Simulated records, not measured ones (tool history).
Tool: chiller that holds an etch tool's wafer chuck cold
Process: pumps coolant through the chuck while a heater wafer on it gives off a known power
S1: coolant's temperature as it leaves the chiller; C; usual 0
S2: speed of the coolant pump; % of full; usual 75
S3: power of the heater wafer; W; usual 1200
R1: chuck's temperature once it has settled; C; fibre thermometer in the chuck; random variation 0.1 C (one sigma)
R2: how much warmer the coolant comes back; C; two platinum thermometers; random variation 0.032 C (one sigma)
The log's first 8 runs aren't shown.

{"run": 9, "day": 14.529, "S1": 0, "S2": 75, "S3": 1116, "R1": 15.4, "R2": 3.5}
{"run": 10, "day": 16.358, "S1": 0, "S2": 75, "S3": 1116, "R1": 15.3, "R2": 3.52}
{"run": 11, "day": 18.771, "S1": 0, "S2": 75, "S3": 1142, "R1": 15.9, "R2": 3.58}
{"run": 12, "day": 20.088, "S1": 0, "S2": 70, "S3": 1142, "R1": 16.6, "R2": 3.88}
{"run": 13, "day": 21.854, "S1": 0, "S2": 70, "S3": 1142, "R1": 16.7, "R2": 3.88}
{"run": 14, "day": 23.321, "S1": 0, "S2": 70, "S3": 1142, "R1": 16.8, "R2": 3.9}
{"run": 15, "day": 25.796, "S1": 0, "S2": 70, "S3": 1142, "R1": 16.8, "R2": 3.88}
{"run": 16, "day": 27.542, "S1": 0, "S2": 70, "S3": 1142, "R1": 16.8, "R2": 3.89}
{"run": 17, "day": 30.05, "S1": -5, "S2": 78, "S3": 1142, "R1": 10.9, "R2": 3.47}
{"run": 18, "day": 32.546, "S1": -4, "S2": 93, "S3": 904, "R1": 7.6, "R2": 2.33}
{"run": 19, "day": 34.667, "S1": 10, "S2": 82, "S3": 1330, "R1": 28.1, "R2": 3.89}
{"run": 20, "day": 36.275, "S1": -2, "S2": 82, "S3": 1660, "R1": 20.3, "R2": 4.82}
{"day": 36.771, "done": "coolant changed, channels flushed"}
{"run": 21, "day": 38.2, "S1": 8, "S2": 82, "S3": 1099, "R1": 20.2, "R2": 3.2}
{"run": 22, "day": 39.704, "S1": 8, "S2": 75, "S3": 1200, "R1": 21.8, "R2": 3.78}
{"run": 23, "day": 41.767, "S1": 8, "S2": 75, "S3": 1200, "R1": 22.1, "R2": 3.89}
{"run": 24, "day": 43.65, "S1": -1, "S2": 79, "S3": 1034, "R1": 10.9, "R2": 3.15}
{"run": 25, "day": 45.508, "S1": -3, "S2": 76, "S3": 1297, "R1": 11.9, "R2": 4.04}
{"run": 26, "day": 46.571, "S1": -3, "S2": 76, "S3": 1297, "R1": 12.1, "R2": 4.04}
{"run": 27, "day": 47.85, "S1": 8, "S2": 76, "S3": 1323, "R1": 23.3, "R2": 4.21}
{"run": 28, "day": 50.067, "S1": -10, "S2": 66, "S3": 1555, "R1": 9.2, "R2": 5.67}
{"run": 29, "day": 51.875, "S1": -10, "S2": 69, "S3": 756, "R1": -0.3, "R2": 2.62}
{"run": 30, "day": 53.767, "S1": -10, "S2": 69, "S3": 756, "R1": -0.3, "R2": 2.64}
{"run": 31, "day": 55.933, "S1": -10, "S2": 69, "S3": 756, "R1": -0.1, "R2": 2.64}
{"run": 32, "day": 57.788, "S1": -9, "S2": 78, "S3": 904, "R1": 1.9, "R2": 2.75}

Forecast each of these 3 alternatives for the next run:
{"run": "A", "day": 60.175, "S1": -9, "S2": 71, "S3": 1615, "R1": "?", "R2": "?"}
{"run": "B", "day": 60.175, "S1": 6, "S2": 82, "S3": 1367, "R1": "?", "R2": "?"}
{"run": "C", "day": 60.175, "S1": 5, "S2": 75, "S3": 1200, "R1": "?", "R2": "?"}

run=A R1=10.4 R2=5.45
run=B R1=21.3 R2=3.97
run=C R1=19.4 R2=3.82
Without the tool's hidden state the same runs would have given:
run=A R1=8.5 R2=5.24
run=B R1=19.6 R2=3.82
run=C R1=17.8 R2=3.67

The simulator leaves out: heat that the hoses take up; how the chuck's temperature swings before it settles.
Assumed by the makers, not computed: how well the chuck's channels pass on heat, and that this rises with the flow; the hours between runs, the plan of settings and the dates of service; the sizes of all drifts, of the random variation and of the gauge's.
